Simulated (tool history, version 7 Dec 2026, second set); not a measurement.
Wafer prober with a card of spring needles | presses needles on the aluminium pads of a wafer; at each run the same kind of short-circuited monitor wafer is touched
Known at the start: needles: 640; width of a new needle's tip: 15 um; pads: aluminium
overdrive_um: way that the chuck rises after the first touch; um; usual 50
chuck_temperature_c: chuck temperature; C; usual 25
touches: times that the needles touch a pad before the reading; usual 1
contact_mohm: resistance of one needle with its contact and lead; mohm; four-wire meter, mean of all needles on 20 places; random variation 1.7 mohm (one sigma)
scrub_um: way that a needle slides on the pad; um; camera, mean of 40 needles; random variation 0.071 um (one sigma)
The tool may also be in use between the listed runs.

run   hour  overdrive_um  chuck_temperature_c  touches  contact_mohm  scrub_um
  1      0            50                   25        1           414     12.72
       1.9  -- tips cleaned on abrasive film
  2      8            50                   25        1           390     12.77
  3   12.4            50                   25        1           412     12.69
      14.6  -- tips cleaned on abrasive film
  4   21.5            50                   25        1           392     12.82
  5   25.8            50                   25        1           415     12.72
        27  -- tips cleaned on abrasive film
  6   32.6            50                   25        1           378      12.7
      39.5  -- tips cleaned on abrasive film
  7   39.5            50                   25        1           185     12.68
  8   47.1            50                   25        1           400     12.65
  9   51.4            50                   25        1           416     12.69
      52.1  -- tips cleaned on abrasive film
 10   58.3            50                   25        2           297     12.68
      64.5  -- tips cleaned on abrasive film
 11   65.2            50                   25        2           198     12.72
 12   72.8            50                   25        2           312      12.7
        77  -- tips cleaned on abrasive film
 13     80            42                   25        2           302     10.53
 14   88.4            42                   25        2           378     10.59
      89.8  -- tips cleaned on abrasive film
 15   96.3            42                   25        2           362     10.52
 16    100            42                   25        2           383     10.51
     102.6  -- tips cleaned on abrasive film
 17    107            50                   25        1           377      12.7
     114.9  -- tips cleaned on abrasive film
 18  115.6            41                   69        1           256     10.14
 19    123            38                   69        2           410      9.42
 20  127.1            50                   25        1           425     12.62
     127.7  -- tips cleaned on abrasive film
 21  134.9            54                   25        2           296      13.5
 22  138.7            47                   49        1           453     11.75
     140.7  -- tips cleaned on abrasive film
 23  144.4            50                   86        1           345     12.53
 24  148.4            58                   52        2           274     14.62
     153.2  -- tips cleaned on abrasive film
 25  155.4            50                   36        3           218     12.46
 26  163.2            50                   36        3           257     12.53
     165.7  -- tips cleaned on abrasive film
 27  172.3            59                   29        2           269     14.78
     175.4  -- height of the first contact set anew
     178.6  -- tips cleaned on abrasive film
 28  179.5            59                   29        2           198     15.38
 29    188            50                   59        1           397     12.92
     191.4  -- tips cleaned on abrasive film
 30  194.2            50                   25        3           221     12.95
 31  203.1            50                   25        3           253     13.03
       204  -- tips cleaned on abrasive film
 32  209.6            55                   80        1           340     14.23
 33  215.2            55                  109        2           293     14.15
     216.8  -- tips cleaned on abrasive film
 34  223.1            58                   86        1           329      14.9

Measured less the same run without the tool's hidden state. The same run-to-run variation is in both; the gauge's scatter may not be:
The hidden state here: debris on the tips, nm; way that the needles fall short of the set height, um; tips' diameter, um; drift of the gauge itself on contact_mohm, %; drift of the gauge itself on scrub_um, %.
run  contact_mohm  scrub_um
  1          +248     -0.27
  2          +224      -0.3
  3          +246     -0.29
  4          +228     -0.32
  5          +249     -0.32
  6          +213     -0.33
  7           +22     -0.36
  8          +235     -0.36
  9          +252     -0.36
 10          +133     -0.37
 11           +36     -0.41
 12          +146      -0.4
 13          +134     -0.42
 14          +210     -0.42
 15          +194     -0.44
 16          +213     -0.45
 17          +210     -0.48
 18           +79     -0.49
 19          +231     -0.49
 20          +260     -0.49
 21          +129     -0.51
 22          +281     -0.51
 23          +168     -0.53
 24          +108     -0.53
 25           +51     -0.55
 26           +92     -0.55
 27          +106     -0.57
 28           +33     -0.02
 29          +226     -0.02
 30           +56     -0.05
 31           +89     -0.04
 32          +164     -0.07
 33          +111     -0.07
 34          +155     -0.08
